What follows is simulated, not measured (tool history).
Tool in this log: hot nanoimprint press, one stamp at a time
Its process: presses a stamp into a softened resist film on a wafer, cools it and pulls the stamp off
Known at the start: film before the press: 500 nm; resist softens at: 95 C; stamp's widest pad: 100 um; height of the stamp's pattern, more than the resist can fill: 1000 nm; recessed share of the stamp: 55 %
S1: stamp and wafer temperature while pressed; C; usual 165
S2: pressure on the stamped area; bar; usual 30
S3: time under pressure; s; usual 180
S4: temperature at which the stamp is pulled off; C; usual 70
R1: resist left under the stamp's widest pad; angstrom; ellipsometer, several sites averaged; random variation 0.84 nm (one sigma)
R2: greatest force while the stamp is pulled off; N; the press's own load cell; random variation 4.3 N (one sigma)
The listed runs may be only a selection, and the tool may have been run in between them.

run   hour   S1    S2   S3  S4    R1   R2
  1      0  165    30  180  70  2188  219
  2    9.2  165    30  180  70  2191  211
  3   16.4  165    30  180  70  2162  212
  4   21.1  165    30  180  70  2165  216
  5   25.8  165    30  180  70  2148  222
  6     37  165    30  180  70  2157  223
  7     47  165    30  180  70  2168  223
  8   56.3  165    30  180  70  2168  225
  9   64.4  165    30  131  70  2405  231
 10   71.1  157    30  180  70  3079  233
 11   77.8  157    30  180  68  3089  243
 12   91.9  165    30  180  56  2136  286
 13    101  165    30  180  70  2147  233
 14  105.9  165    30  180  70  2146  235
 15  114.7  165    30  180  70  2148  240
 16  121.1  165    30  157  70  2241  240
 17  125.9  168    30  180  70  1879  242
 18  134.3  156    22  151  77  3689  216
 19  139.9  163  21.5  299  64  2301  266
 20  146.8  164  24.4  178  61  2484  296
 21  156.3  165  42.2  180  73  1797  230
 22  164.7  165  42.2  180  73  1784  237
 23  169.7  165  34.1  272  70  1721  246
 24  178.6  165  21.9  354  70  1966  246
 25  186.8  165  21.9  354  70  1984  252
 26  195.3  165    30  180  76  2130  226
 27  204.7  165    30  180  76  2125  237
 28  213.6  165    30  180  76  2139  229
 29  224.8  165    30  180  76  2120  241
 30  230.3  165  24.5  140  76  2561  237
 31  236.2  173    30  232  70  1326  257

Not shown: 2 entries that the log had between the listed runs. Between which runs, and how does the tool's hidden state differ before and after?
Between runs 11 and 12: plate thermocouple calibrated (hour 81.5)
  true temperature over the reading, C: 0.15 -> 0.24; pressure that arrives at the usual setting, %: 99.56 -> 99.52; grip of the stamp's worn release coat, % over a new coat's: 11.6 -> 12.8
  measured less the result without the state, R1: -14 -> -18 angstrom; R2: +24 -> +32 N
Between runs 20 and 21: plate thermocouple calibrated, once more (hour 152.6)
  true temperature over the reading, C: 0.38 -> 0.35; pressure that arrives at the usual setting, %: 99.35 -> 99.33; grip of the stamp's worn release coat, % over a new coat's: 18.6 -> 19.3
  measured less the result without the state, R1: -35 -> -21 angstrom; R2: +45 -> +36 N
